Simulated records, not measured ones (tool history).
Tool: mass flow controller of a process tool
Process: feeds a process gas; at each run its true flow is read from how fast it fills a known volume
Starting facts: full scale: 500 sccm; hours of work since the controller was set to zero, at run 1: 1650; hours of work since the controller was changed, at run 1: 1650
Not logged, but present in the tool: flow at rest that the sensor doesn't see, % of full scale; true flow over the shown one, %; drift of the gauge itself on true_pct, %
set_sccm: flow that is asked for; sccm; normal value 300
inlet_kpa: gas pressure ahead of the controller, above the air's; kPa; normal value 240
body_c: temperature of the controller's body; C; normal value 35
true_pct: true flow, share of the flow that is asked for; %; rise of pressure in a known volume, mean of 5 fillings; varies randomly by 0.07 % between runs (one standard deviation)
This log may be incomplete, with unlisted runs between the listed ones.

run,day,set_sccm,inlet_kpa,body_c,hours of work since the controller was set to zero,hours of work since the controller was changed,true_pct
1,0,300,240,35,1650,1650,98.25
2,5.988,300,199,35,1747,1747,98.42
3,14.417,300,199,35,1883,1883,98.42
4,18.804,300,199,35,1953,1953,98.46
5,23.104,300,199,35,2023,2023,98.28
6,26.617,300,199,35,2079,2079,98.45
7,31.029,300,199,35,2150,2150,98.27
8,35.717,300,240,23,2226,2226,99.03
9,41.733,300,240,23,2323,2323,99.07
10,50.204,300,240,30,2459,2459,98.42
11,58.254,300,160,39,2589,2589,97.92
12,62.479,300,160,39,2657,2657,97.95
13,70.979,300,160,29,2794,2794,98.71
14,76.142,59,160,23,2877,2877,101.43
15,81.017,59,160,23,2956,2956,101.35
16,86.975,59,160,23,3052,3052,101.26
17,92.212,59,160,26,3136,3136,101.27
18,97.371,229,164,39,3219,3219,97.92
19,103.354,300,152,23,3316,3316,99.19
20,108.342,69,143,35,3396,3396,100.07

Alternative continuations, all from the tool just after run 20; predict every row:
A,112.529,90,202,39,3463,3463,?
B,112.529,300,240,26,3463,3463,?
C,112.529,69,207,22,3463,3463,?
D,112.529,300,278,35,3463,3463,?

run,true_pct
A,98.91
B,98.43
C,100.96
D,97.54
What these runs would have given with no unlogged condition in the tool:
run,true_pct
A,98.3
B,99.42
C,99.66
D,98.53
